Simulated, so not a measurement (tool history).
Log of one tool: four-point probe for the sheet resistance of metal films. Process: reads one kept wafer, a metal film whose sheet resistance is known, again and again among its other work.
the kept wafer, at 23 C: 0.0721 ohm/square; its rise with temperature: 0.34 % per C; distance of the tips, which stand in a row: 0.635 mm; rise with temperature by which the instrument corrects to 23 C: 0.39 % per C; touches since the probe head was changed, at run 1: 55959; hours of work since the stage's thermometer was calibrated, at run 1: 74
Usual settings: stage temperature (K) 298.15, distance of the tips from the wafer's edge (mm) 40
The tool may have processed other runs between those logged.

| run | hour | stage temperature (K) | distance of the tips from the wafer's edge (mm) | touches since the probe head was changed | hours of work since the stage's thermometer was calibrated | sheet resistance as the instrument gives it (ohm/square) |
|---|---|---|---|---|---|---|
| 1 | 0 | 298.15 | 40 | 55959 | 74 | 0.072231 |
| 2 | 11.2 | 298.15 | 40 | 56347 | 79 | 0.072234 |
| 3 | 25.5 | 298.15 | 40 | 56842 | 85 | 0.072229 |
| 4 | 41.1 | 298.15 | 40 | 57385 | 92 | 0.072237 |
| 5 | 51.6 | 298.15 | 40 | 57747 | 97 | 0.072259 |
| 6 | 68.1 | 298.15 | 40 | 58322 | 104 | 0.072253 |
| 7 | 78.8 | 298.15 | 40 | 58692 | 109 | 0.072255 |
| 8 | 89.4 | 298.15 | 40 | 59059 | 113 | 0.072257 |
| 9 | 101.2 | 298.15 | 40 | 59467 | 119 | 0.072271 |
| 10 | 111.5 | 298.15 | 40 | 59827 | 123 | 0.072268 |
| 11 | 128.3 | 298.15 | 40 | 60408 | 131 | 0.07226 |
| 12 | 141.3 | 298.15 | 40 | 60857 | 137 | 0.072249 |
| 13 | 155.1 | 298.15 | 40 | 61336 | 143 | 0.072261 |
| 14 | 165.5 | 298.15 | 65 | 61697 | 147 | 0.072258 |
| 15 | 180.1 | 298.15 | 65 | 62205 | 154 | 0.072274 |
|  | 181.7 | stage's thermometer calibrated |
| 16 | 197 | 298.15 | 65 | 62774 | 7 | 0.072263 |
| 17 | 211 | 298.15 | 65 | 63257 | 13 | 0.07229 |
| 18 | 225 | 298.15 | 65 | 63743 | 19 | 0.072275 |
| 19 | 239.6 | 298.15 | 65 | 64251 | 26 | 0.072285 |
| 20 | 248.1 | 298.15 | 65 | 64544 | 30 | 0.072288 |
|  | 251.8 | stage's thermometer calibrated, once more |
| 21 | 258 | 298.15 | 65 | 64870 | 3 | 0.072268 |
| 22 | 265.9 | 298.15 | 6 | 65144 | 6 | 0.072719 |
| 23 | 282.7 | 298.15 | 45 | 65727 | 14 | 0.072292 |
| 24 | 296.5 | 297.15 | 8 | 66207 | 20 | 0.072533 |
| 25 | 306.6 | 297.15 | 8 | 66556 | 24 | 0.07254 |
| 26 | 320.3 | 296.15 | 8 | 67030 | 30 | 0.072583 |
| 27 | 335.7 | 296.15 | 8 | 67565 | 37 | 0.072594 |
| 28 | 345.2 | 308.15 | 17 | 67895 | 42 | 0.071981 |
| 29 | 356.1 | 308.15 | 17 | 68273 | 46 | 0.071987 |
| 30 | 373.3 | 308.15 | 17 | 68869 | 54 | 0.071965 |
| 31 | 390.7 | 308.15 | 17 | 69471 | 62 | 0.071991 |
| 32 | 400.6 | 298.15 | 10 | 69815 | 66 | 0.072438 |
| 33 | 418.4 | 295.15 | 40 | 70430 | 74 | 0.072415 |
| 34 | 429.1 | 292.15 | 40 | 70803 | 79 | 0.072551 |
| 35 | 444.7 | 296.15 | 5 | 71341 | 86 | 0.072998 |
| 36 | 457.4 | 298.15 | 23 | 71784 | 91 | 0.072333 |
| 37 | 469.8 | 298.15 | 20 | 72213 | 97 | 0.072366 |
| 38 | 480.1 | 303.15 | 20 | 72572 | 102 | 0.07215 |
| 39 | 487.6 | 303.15 | 20 | 72831 | 105 | 0.072176 |
| 40 | 503.2 | 293.15 | 59 | 73373 | 112 | 0.072487 |
| 41 | 520.2 | 293.15 | 59 | 73961 | 119 | 0.072529 |
| 42 | 531.8 | 295.15 | 8 | 74364 | 125 | 0.072694 |
| 43 | 543.7 | 294.15 | 8 | 74776 | 130 | 0.072718 |
| 44 | 558.4 | 301.15 | 8 | 75285 | 136 | 0.072466 |
| 45 | 572.1 | 300.15 | 39 | 75760 | 142 | 0.072246 |

Take each entry between the runs: how does the hidden state at the last listed run before it differ from the hidden state at the first listed run after it?
In the gap between runs 15 and 16: stage's thermometer calibrated (hour 181.7)
  inner tips' distance over the nominal, %: 0.298 -> 0.302
  measured value less the no-hidden-state value, sheet resistance as the instrument gives it (ohm/square): +0.000231 -> +0.000233
In the gap between runs 20 and 21: stage's thermometer calibrated, once more (hour 251.8)
  inner tips' distance over the nominal, %: 0.314 -> 0.316; wafer's true temperature over the reading, C: -0.01 -> 0
  measured value less the no-hidden-state value, sheet resistance as the instrument gives it (ohm/square): +0.000241 -> +0.000246

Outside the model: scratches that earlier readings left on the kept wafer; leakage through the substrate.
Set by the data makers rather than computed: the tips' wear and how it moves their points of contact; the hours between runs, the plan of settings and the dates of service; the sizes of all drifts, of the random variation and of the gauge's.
